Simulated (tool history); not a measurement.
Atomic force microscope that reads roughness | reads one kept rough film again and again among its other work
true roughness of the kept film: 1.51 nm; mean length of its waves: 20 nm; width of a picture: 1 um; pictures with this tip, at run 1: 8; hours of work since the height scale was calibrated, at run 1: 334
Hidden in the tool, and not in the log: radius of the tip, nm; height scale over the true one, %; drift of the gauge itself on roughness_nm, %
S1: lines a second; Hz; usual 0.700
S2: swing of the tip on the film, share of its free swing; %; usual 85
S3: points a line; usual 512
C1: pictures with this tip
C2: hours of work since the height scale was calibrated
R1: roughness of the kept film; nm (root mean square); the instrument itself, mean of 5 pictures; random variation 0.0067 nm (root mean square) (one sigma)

| run | day | S1 | S2 | S3 | C1 | C2 | R1 |
|---|---|---|---|---|---|---|---|
| 1 | 0.000 | 0.700 | 85 | 512 | 8 | 334 | 1.323 |
| 2 | 0.921 | 0.700 | 85 | 512 | 35 | 345 | 1.232 |
|  | 1.954 | new tip fitted |
| 3 | 2.171 | 0.700 | 85 | 512 | 6 | 359 | 1.334 |
| 4 | 3.375 | 0.700 | 55 | 512 | 42 | 372 | 1.233 |
|  | 4.279 | new tip fitted |
| 5 | 4.675 | 0.700 | 85 | 951 | 11 | 387 | 1.336 |
| 6 | 5.521 | 0.535 | 85 | 512 | 36 | 396 | 1.245 |
| 7 | 6.429 | 0.535 | 85 | 512 | 63 | 407 | 1.164 |
|  | 6.550 | new tip fitted |
| 8 | 7.733 | 0.700 | 66 | 512 | 35 | 421 | 1.258 |
|  | 8.788 | new tip fitted |
| 9 | 8.821 | 0.700 | 66 | 512 | 0 | 434 | 1.377 |
| 10 | 9.546 | 0.700 | 85 | 339 | 22 | 442 | 1.260 |
| 11 | 10.588 | 0.700 | 85 | 339 | 53 | 454 | 1.158 |
|  | 11.092 | new tip fitted |
| 12 | 11.425 | 0.700 | 64 | 512 | 10 | 463 | 1.350 |
| 13 | 12.792 | 0.700 | 64 | 512 | 50 | 478 | 1.204 |
|  | 13.325 | new tip fitted |
| 14 | 14.288 | 0.700 | 64 | 512 | 28 | 495 | 1.280 |
| 15 | 15.012 | 2.467 | 85 | 512 | 50 | 503 | 1.103 |
|  | 15.596 | new tip fitted |
| 16 | 16.104 | 2.176 | 76 | 293 | 15 | 516 | 1.247 |
| 17 | 17.017 | 2.398 | 58 | 627 | 42 | 526 | 1.216 |
|  | 17.929 | new tip fitted |
| 18 | 18.492 | 2.398 | 58 | 627 | 16 | 543 | 1.327 |
| 19 | 19.446 | 0.700 | 77 | 512 | 44 | 553 | 1.222 |
|  | 20.175 | new tip fitted |
| 20 | 20.721 | 0.700 | 64 | 881 | 16 | 568 | 1.341 |
| 21 | 21.479 | 1.159 | 71 | 881 | 39 | 576 | 1.240 |
|  | 22.388 | new tip fitted |
| 22 | 22.925 | 1.159 | 71 | 881 | 16 | 592 | 1.314 |
| 23 | 24.279 | 3.053 | 71 | 263 | 56 | 608 | 1.106 |
|  | 24.692 | new tip fitted |
| 24 | 25.429 | 3.053 | 71 | 263 | 22 | 621 | 1.220 |
| 25 | 26.500 | 1.318 | 65 | 492 | 53 | 633 | 1.189 |
|  | 26.921 | new tip fitted |
| 26 | 27.279 | 1.318 | 65 | 492 | 11 | 642 | 1.342 |
| 27 | 28.488 | 2.282 | 85 | 486 | 46 | 655 | 1.137 |

Forecast each of these 5 alternatives for the next run:
|  | 29.162 | new tip fitted |
| A | 29.704 | 0.872 | 85 | 733 | 16 | 669 | ? |
|  | 29.162 | new tip fitted |
| B | 29.704 | 3.821 | 57 | 705 | 16 | 669 | ? |
|  | 29.162 | new tip fitted |
| C | 29.704 | 1.584 | 85 | 329 | 16 | 669 | ? |
|  | 29.162 | new tip fitted |
| D | 29.704 | 0.935 | 60 | 486 | 16 | 669 | ? |
|  | 29.162 | new tip fitted |
| E | 29.704 | 0.616 | 85 | 304 | 16 | 669 | ? |

| run | R1 |
|---|---|
| A | 1.298 |
| B | 1.321 |
| C | 1.260 |
| D | 1.334 |
| E | 1.306 |
Without the tool's hidden state the same runs would have given:
| run | R1 |
|---|---|
| A | 1.344 |
| B | 1.367 |
| C | 1.304 |
| D | 1.381 |
| E | 1.351 |
